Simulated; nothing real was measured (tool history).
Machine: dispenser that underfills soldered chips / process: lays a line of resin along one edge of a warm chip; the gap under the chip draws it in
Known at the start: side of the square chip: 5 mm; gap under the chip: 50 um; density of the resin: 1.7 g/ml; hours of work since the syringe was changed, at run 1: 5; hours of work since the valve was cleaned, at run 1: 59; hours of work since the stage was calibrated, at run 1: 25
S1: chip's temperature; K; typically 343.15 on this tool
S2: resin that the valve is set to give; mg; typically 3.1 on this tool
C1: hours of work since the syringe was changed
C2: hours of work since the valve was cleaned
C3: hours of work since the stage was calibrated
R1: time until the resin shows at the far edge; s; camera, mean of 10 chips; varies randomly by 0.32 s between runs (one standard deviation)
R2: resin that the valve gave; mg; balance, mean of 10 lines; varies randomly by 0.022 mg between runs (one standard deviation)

run 1 hour=0 | S1=343.15 S2=3.1 | C1=5 C2=59 C3=25 | R1=14.3 R2=2.99
-- hour=3.1 new syringe of resin
run 2 hour=4 | S1=343.15 S2=3.1 | C1=1 C2=61 C3=27 | R1=10.5 R2=2.99
run 3 hour=10.1 | S1=343.15 S2=3.1 | C1=4 C2=65 C3=31 | R1=13.2 R2=2.99
-- hour=14.6 new syringe of resin
run 4 hour=16.4 | S1=343.15 S2=3.1 | C1=1 C2=69 C3=35 | R1=10.6 R2=2.98
run 5 hour=23 | S1=343.15 S2=3.1 | C1=5 C2=73 C3=39 | R1=14.1 R2=2.97
-- hour=26.2 new syringe of resin
run 6 hour=26.4 | S1=343.15 S2=3.1 | C1=0 C2=75 C3=41 | R1=10.5 R2=2.97
run 7 hour=29.7 | S1=334.15 S2=3.1 | C1=2 C2=77 C3=43 | R1=17.7 R2=2.97
run 8 hour=35 | S1=334.15 S2=3.94 | C1=5 C2=80 C3=46 | R1=20 R2=3.71
-- hour=37.7 new syringe of resin
run 9 hour=40.1 | S1=334.15 S2=3.94 | C1=1 C2=83 C3=49 | R1=15.5 R2=3.72
run 10 hour=43.1 | S1=343.15 S2=2.8 | C1=3 C2=85 C3=51 | R1=12.6 R2=2.66
run 11 hour=47.4 | S1=343.15 S2=2.8 | C1=6 C2=88 C3=54 | R1=14.8 R2=2.65
-- hour=49.3 new syringe of resin
run 12 hour=52.3 | S1=343.15 S2=2.8 | C1=2 C2=91 C3=57 | R1=12 R2=2.62
run 13 hour=58.2 | S1=343.15 S2=2.8 | C1=6 C2=94 C3=60 | R1=14.8 R2=2.62
-- hour=61 new syringe of resin
run 14 hour=62.8 | S1=331.15 S2=3.1 | C1=1 C2=97 C3=63 | R1=18.6 R2=2.92
run 15 hour=66.2 | S1=343.15 S2=3.98 | C1=3 C2=99 C3=65 | R1=11.5 R2=3.72
run 16 hour=71.5 | S1=351.15 S2=3.52 | C1=7 C2=102 C3=68 | R1=10.4 R2=3.31
-- hour=72.8 new syringe of resin
run 17 hour=76.9 | S1=351.15 S2=2.91 | C1=3 C2=106 C3=72 | R1=9.1 R2=2.71
run 18 hour=81.2 | S1=357.15 S2=2.69 | C1=5 C2=108 C3=74 | R1=8.1 R2=2.53
-- hour=84.2 new syringe of resin
run 19 hour=87.3 | S1=343.15 S2=3.47 | C1=2 C2=112 C3=78 | R1=11.3 R2=3.27
run 20 hour=91.4 | S1=353.15 S2=2.94 | C1=5 C2=114 C3=80 | R1=9.3 R2=2.69
-- hour=95.6 new syringe of resin
run 21 hour=98.3 | S1=329.15 S2=2.94 | C1=2 C2=119 C3=85 | R1=20.6 R2=2.74
run 22 hour=101.8 | S1=329.15 S2=2.94 | C1=4 C2=121 C3=87 | R1=23.4 R2=2.7

Below are 5 alternative next runs, each starting from the tool's condition after run 22. Predict each:
-- hour=106.5 dispensing valve cleaned and set on the balance
-- hour=108.5 new syringe of resin
run A hour=108.7 | S1=339.15 S2=2.94 | C1=0 C2=1 C3=90 | R1=? R2=?
-- hour=106.5 dispensing valve cleaned and set on the balance
-- hour=108.5 new syringe of resin
run B hour=108.7 | S1=329.15 S2=3.99 | C1=0 C2=1 C3=90 | R1=? R2=?
-- hour=106.5 dispensing valve cleaned and set on the balance
-- hour=108.5 new syringe of resin
run C hour=108.7 | S1=346.15 S2=2.93 | C1=0 C2=1 C3=90 | R1=? R2=?
-- hour=106.5 dispensing valve cleaned and set on the balance
-- hour=108.5 new syringe of resin
run D hour=108.7 | S1=348.15 S2=3.53 | C1=0 C2=1 C3=90 | R1=? R2=?
-- hour=106.5 dispensing valve cleaned and set on the balance
-- hour=108.5 new syringe of resin
run E hour=108.7 | S1=345.15 S2=3.1 | C1=0 C2=1 C3=90 | R1=? R2=?

run=A R1=12.6 R2=2.93
run=B R1=18.6 R2=3.97
run=C R1=8.8 R2=2.94
run=D R1=8.6 R2=3.52
run=E R1=9.9 R2=3.1
With the hidden condition removed and each run's random variation left untouched, the same runs would have given:
run=A R1=12.6 R2=2.93
run=B R1=18.6 R2=3.96
run=C R1=8.9 R2=2.94
run=D R1=8.6 R2=3.52
run=E R1=9.9 R2=3.09

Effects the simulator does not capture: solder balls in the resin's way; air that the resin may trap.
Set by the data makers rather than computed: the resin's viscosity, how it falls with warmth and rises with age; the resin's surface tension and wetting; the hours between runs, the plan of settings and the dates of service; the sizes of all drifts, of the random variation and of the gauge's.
